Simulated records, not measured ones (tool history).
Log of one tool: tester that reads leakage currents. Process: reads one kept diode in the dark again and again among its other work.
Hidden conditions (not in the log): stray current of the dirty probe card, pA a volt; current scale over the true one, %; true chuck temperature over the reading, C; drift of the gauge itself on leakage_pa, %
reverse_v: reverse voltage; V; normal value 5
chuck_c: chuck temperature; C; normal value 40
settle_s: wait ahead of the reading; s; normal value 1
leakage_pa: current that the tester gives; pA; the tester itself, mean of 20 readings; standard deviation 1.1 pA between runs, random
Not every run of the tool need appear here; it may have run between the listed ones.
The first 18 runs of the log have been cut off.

run      day  reverse_v  chuck_c  settle_s  hours of work since the probe card was cleaned  hours of work since the tester was calibrated  hours of work since the chuck was calibrated  leakage_pa
 19   83.012          5       40         1                                             368                                           3213                                          1516      348.94
 20   86.854          5       21         1                                             416                                           3261                                          1563       85.18
 21   89.979          5       31         1                                             454                                           3299                                          1602      180.49
 22   93.804       1.86       40      4.32                                             501                                           3346                                          1649      239.17
 23   98.212       3.21       34      3.12                                             556                                           3401                                          1703      191.27
 24  100.938          5       40      0.61                                             589                                           3434                                          1737      344.98
 25  105.275          5       40      0.61                                             643                                           3488                                          1790      346.18
 26  107.892       2.17       35      0.54                                             675                                           3520                                          1823      177.96
 27  111.638       2.17       35      0.54                                             721                                           3566                                          1869       177.1
 28  114.146      12.51       40      9.65                                             752                                           3597                                          1900       487.4
 29  118.546        2.6       34      1.43                                             806                                           3651                                          1954         176
     119.112  -- chuck's temperature calibrated
 30  124.279       1.95       29      1.43                                             876                                           3721                                            64      117.89
 31  128.242       1.31       22      1.43                                             925                                           3770                                           113       59.57
 32  134.321       4.67       23      0.98                                            1000                                           3845                                           187      105.28
 33  137.388       4.67       22      0.98                                            1038                                           3883                                           225       97.81
 34  143.379          5       40      0.95                                            1112                                           3956                                           299      367.75
 35  147.117          5       27      0.95                                            1158                                           4002                                           345      145.47
 36  152.683          5       27      0.95                                            1226                                           4071                                           414      145.96
 37  156.067       3.35       40      2.56                                            1268                                           4113                                           456      315.38
 38  161.512       3.35       40      2.56                                            1335                                           4180                                           523      314.16
 39  164.275       3.35       40      2.56                                            1369                                           4214                                           557      314.93
     166.908  -- tester calibrated
 40  168.258      14.02       48      6.27                                            1417                                             17                                           605      910.29

Predict each of these 3 candidate next runs independently; none follows another, all start after run 40:
  A  174.117       2.12       40      5.76                                            1489                                             89                                           677           ?
  B  174.117       2.01       42      0.46                                            1489                                             89                                           677           ?
  C  174.117       9.39       48      1.99                                            1489                                             89                                           677           ?

run  leakage_pa
  A      261.24
  B      294.44
  C      783.09
Stripped of hidden state, with their random variation kept, the same runs would have yielded:
run  leakage_pa
  A      262.62
  B      296.33
  C      783.43
